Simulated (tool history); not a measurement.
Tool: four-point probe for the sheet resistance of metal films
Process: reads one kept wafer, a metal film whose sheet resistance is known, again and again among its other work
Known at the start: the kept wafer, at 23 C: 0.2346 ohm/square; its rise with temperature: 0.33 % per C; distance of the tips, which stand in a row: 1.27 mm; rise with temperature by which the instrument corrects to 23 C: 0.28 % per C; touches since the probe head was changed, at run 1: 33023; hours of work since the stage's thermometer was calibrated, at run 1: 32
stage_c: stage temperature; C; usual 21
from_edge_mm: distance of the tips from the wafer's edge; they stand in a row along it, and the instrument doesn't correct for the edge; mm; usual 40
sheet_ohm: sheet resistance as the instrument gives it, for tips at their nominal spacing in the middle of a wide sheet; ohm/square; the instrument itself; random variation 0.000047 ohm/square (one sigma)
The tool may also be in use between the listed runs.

run	hour	stage_c	from_edge_mm	touches since the probe head was changed	hours of work since the stage's thermometer was calibrated	sheet_ohm
1	0	21	40	33023	32	0.235163
2	59.8	21	40	34416	63	0.235163
3	91.8	21	40	35162	79	0.235046
4	142.6	29	40	36347	105	0.236056
5	171.6	29	40	37022	120	0.236073
6	229.1	29	40	38364	149	0.23603
7	272.1	29	40	39366	171	0.236026
8	317.4	28	29	40422	195	0.235979
9	359.2	28	29	41396	216	0.235937
10	389.7	28	29	42106	232	0.23588
11	420	30	11	42813	247	0.237639
12	469.3	30	27	43962	272	0.236236
13	511.5	26	5	44946	294	0.243283

Some steps in sheet_ohm between neighbouring runs. How much of each would the tool show without its hidden state too (settings, what came in, random variation), and how much is left for the hidden state, with any gauge scatter that isn't in both results?
The hidden state here: inner tips' distance over the nominal, %; tips' flats over new ones', %; wafer's true temperature over the reading, C; drift of the gauge itself on sheet_ohm, %.
Run 1 -> 2: no setting changed, nothing entered. sheet_ohm +0 ohm/square: hidden state -0.000029, all else +0.000029.
Run 12 -> 13: stage_c 30 -> 26, from_edge_mm 27 -> 5. sheet_ohm +0.007047 ohm/square: hidden state -0.000008, all else +0.007055.
